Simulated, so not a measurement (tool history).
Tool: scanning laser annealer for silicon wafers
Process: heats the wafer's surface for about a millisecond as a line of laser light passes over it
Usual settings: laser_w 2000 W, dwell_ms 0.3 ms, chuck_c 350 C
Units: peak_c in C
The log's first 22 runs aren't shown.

run	day	laser_w	dwell_ms	chuck_c	hours of work since the window was cleaned	hours of work since the power meter was calibrated	hours of work since the optics were aligned	peak_c
23	11.767	1709	0.225	333	29	414	1501	880
24	12.329	1951	0.295	318	36	421	1509	1061
25	12.8	1703	0.343	318	42	428	1515	993
26	13.3	1703	0.343	318	49	434	1522	990
27	13.625	1746	0.3	381	53	439	1526	1029
28	14.088	1949	0.3	341	60	445	1532	1090
29	14.742	2000	0.338	387	68	454	1541	1208
30	15.138	2000	0.305	388	74	459	1546	1170
31	15.683	2000	0.305	388	81	466	1553	1166
32	15.992	2000	0.305	388	85	470	1558	1168
33	16.454	2000	0.315	388	91	477	1564	1182
34	17.15	1900	0.239	318	101	486	1573	965
# day 18: optics aligned, line set to its width
35	18	2043	0.3	317	109	494	0	1115
36	18.454	2095	0.3	350	115	501	6	1171
37	19.167	2095	0.3	350	125	510	16	1175
38	19.575	1920	0.314	327	130	516	21	1080
39	20.004	1880	0.256	377	136	521	27	1036
40	20.404	1880	0.256	377	141	527	32	1038
41	20.992	2053	0.327	380	149	534	40	1219

Forecast each of these 3 alternatives for the next run:
A	21.296	1752	0.327	339	153	539	44	?
B	21.296	2053	0.289	348	153	539	44	?
C	21.296	2090	0.327	380	153	539	44	?

run	peak_c
A	1022
B	1134
C	1232
Without the tool's hidden state the same runs would have given:
run	peak_c
A	1022
B	1134
C	1232
